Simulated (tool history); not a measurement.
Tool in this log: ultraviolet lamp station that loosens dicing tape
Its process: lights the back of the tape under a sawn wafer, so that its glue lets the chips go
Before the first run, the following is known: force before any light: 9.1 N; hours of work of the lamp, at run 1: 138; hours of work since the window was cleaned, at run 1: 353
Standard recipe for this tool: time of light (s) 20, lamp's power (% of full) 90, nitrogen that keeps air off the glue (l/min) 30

run	day	time of light (s)	lamp's power (% of full)	nitrogen that keeps air off the glue (l/min)	hours of work of the lamp	hours of work since the window was cleaned	force that peels the tape off (N)	light that reached the tape (J/m2)
1	0	20	90	30	138	353	0.409	4990
2	2.962	20	90	30	177	391	0.421	4820
# day 3.779: window cleaned of glue's vapour
3	4.629	20	90	29	198	11	0.332	5630
4	7.804	20	90	29	239	52	0.349	5420
5	9.867	20	90	29	266	79	0.357	5310
6	11.888	20	61	30	292	105	0.781	3540
7	13.475	20	61	30	312	125	0.787	3510
8	16.496	20	68	30	351	164	0.663	3830
9	19.667	20	90	30	392	205	0.42	4860
10	22.262	20	90	30	426	239	0.437	4710
11	24.883	20	90	30	459	272	0.457	4700
12	28.054	20	97	30	500	313	0.425	4880
13	30.55	20	90	29	533	346	0.504	4440
14	33.454	20	90	29	570	383	0.533	4250
# day 34.829: window cleaned of glue's vapour
15	35.625	20	90	29	598	10	0.41	5040
16	37.833	20	64	30	626	39	0.79	3460
17	40.196	20	64	30	657	69	0.808	3400
18	41.708	20	90	30	676	89	0.421	4740
19	44.017	15	90	30	706	119	0.809	3500
20	46.938	15	90	30	744	156	0.84	3390
21	49.733	20	90	30	780	192	0.512	4390
22	52.092	20	90	30	810	223	0.528	4300
23	55.154	11	62	30	850	262	2.871	1540
24	58.329	16	60	12	891	303	2.448	2170
25	60.383	28	77	30	917	330	0.436	4780
26	62.8	12	72	13	949	361	2.951	1840
27	65.271	13	73	16	980	393	2.407	1990
# day 65.858: window cleaned of glue's vapour
28	68.029	20	65	14	1016	28	1.316	3110
29	69.633	20	65	14	1037	49	1.468	3060
30	71.067	20	65	14	1055	67	1.451	3060
31	72.588	28	90	26	1075	87	0.328	5740
32	75.154	28	90	55	1108	120	0.292	5630
33	76.929	28	90	14	1131	143	0.476	5540
34	78.967	28	90	14	1157	169	0.487	5430
35	80.912	28	90	14	1182	194	0.487	5250
36	82.358	20	61	30	1201	213	1.463	2540
37	84.192	37	64	9	1224	237	0.756	4840
38	87.008	20	75	12	1261	273	1.6	2980
39	89.5	32	72	12	1293	305	0.762	4440
40	91.033	14	64	12	1313	325	3.275	1700
41	92.888	20	90	22	1337	349	0.967	3390
42	94.621	20	90	22	1359	371	0.992	3260
43	96.529	12	86	31	1384	396	2.316	1820

The same runs without the tool's hidden state, with the same run-to-run variation:
Hidden conditions of the tool in this case: lamp's light, % of a new lamp's; light that the window lets through, % of a clean one's; drift of the gauge itself on peel_n, %; drift of the gauge itself on dose_mj_cm2, %.
run	force that peels the tape off (N)	light that reached the tape (J/m2)
1	0.311	6020
2	0.304	5980
3	0.304	6010
4	0.305	5960
5	0.303	5960
6	0.602	4050
7	0.59	4070
8	0.477	4560
9	0.31	5970
10	0.309	5930
11	0.309	6060
12	0.288	6470
13	0.307	6030
14	0.306	5950
15	0.316	6010
16	0.538	4220
17	0.529	4230
18	0.296	5980
19	0.499	4490
20	0.489	4490
21	0.315	5950
22	0.316	5970
23	1.778	2220
24	1.387	3190
25	0.259	7200
26	1.645	2850
27	1.21	3160
28	0.712	4320
29	0.779	4320
30	0.75	4370
31	0.237	8330
32	0.233	8390
33	0.277	8380
34	0.268	8400
35	0.258	8310
36	0.601	4060
37	0.32	7890
38	0.605	5010
39	0.299	7660
40	1.581	3000
41	0.331	6060
42	0.324	5960
43	0.821	3410

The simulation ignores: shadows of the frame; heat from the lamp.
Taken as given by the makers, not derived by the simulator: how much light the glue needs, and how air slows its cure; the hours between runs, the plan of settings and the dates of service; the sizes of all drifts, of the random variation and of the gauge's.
